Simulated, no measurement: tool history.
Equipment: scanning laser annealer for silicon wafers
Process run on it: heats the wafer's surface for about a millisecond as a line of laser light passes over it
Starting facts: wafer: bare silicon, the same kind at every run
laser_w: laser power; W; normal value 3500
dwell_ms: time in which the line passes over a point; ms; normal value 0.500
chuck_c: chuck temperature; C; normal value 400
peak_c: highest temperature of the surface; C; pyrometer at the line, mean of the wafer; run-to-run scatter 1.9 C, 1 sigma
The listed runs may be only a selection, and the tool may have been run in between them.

run 1 hour=0.0 | laser_w=3500 dwell_ms=0.500 chuck_c=400 | peak_c=1196
run 2 hour=6.1 | laser_w=3500 dwell_ms=0.453 chuck_c=400 | peak_c=1153
run 3 hour=16.0 | laser_w=3500 dwell_ms=0.453 chuck_c=400 | peak_c=1151
run 4 hour=22.3 | laser_w=3285 dwell_ms=0.500 chuck_c=400 | peak_c=1153
run 5 hour=31.1 | laser_w=3500 dwell_ms=0.500 chuck_c=367 | peak_c=1162
run 6 hour=37.6 | laser_w=3500 dwell_ms=0.500 chuck_c=367 | peak_c=1162
run 7 hour=48.8 | laser_w=3500 dwell_ms=0.500 chuck_c=367 | peak_c=1164
run 8 hour=56.4 | laser_w=3500 dwell_ms=0.500 chuck_c=367 | peak_c=1159
run 9 hour=64.4 | laser_w=3500 dwell_ms=0.500 chuck_c=367 | peak_c=1162
run 10 hour=70.5 | laser_w=3500 dwell_ms=0.500 chuck_c=367 | peak_c=1162
run 11 hour=75.8 | laser_w=3500 dwell_ms=0.500 chuck_c=367 | peak_c=1160
run 12 hour=82.7 | laser_w=3275 dwell_ms=0.601 chuck_c=380 | peak_c=1206
run 13 hour=89.1 | laser_w=3611 dwell_ms=0.601 chuck_c=380 | peak_c=1281
run 14 hour=96.1 | laser_w=3611 dwell_ms=0.601 chuck_c=380 | peak_c=1282
run 15 hour=101.2 | laser_w=3500 dwell_ms=0.495 chuck_c=439 | peak_c=1230
run 16 hour=107.2 | laser_w=3303 dwell_ms=0.500 chuck_c=400 | peak_c=1152
run 17 hour=113.8 | laser_w=3614 dwell_ms=0.500 chuck_c=400 | peak_c=1218
run 18 hour=119.5 | laser_w=3747 dwell_ms=0.500 chuck_c=400 | peak_c=1240
run 19 hour=124.7 | laser_w=3500 dwell_ms=0.500 chuck_c=429 | peak_c=1221

Consider 3 possible next runs. They are alternatives, not a sequence: every one starts from the tool as it was left by run 19. What does each give?
run A hour=133.0 | laser_w=3500 dwell_ms=0.418 chuck_c=424 | peak_c=?
run B hour=133.0 | laser_w=3101 dwell_ms=0.418 chuck_c=429 | peak_c=?
run C hour=133.0 | laser_w=3835 dwell_ms=0.500 chuck_c=429 | peak_c=?

run=A peak_c=1144
run=B peak_c=1072
run=C peak_c=1290
Stripped of hidden state, with their random variation kept, the same runs would have yielded:
run=A peak_c=1149
run=B peak_c=1076
run=C peak_c=1296
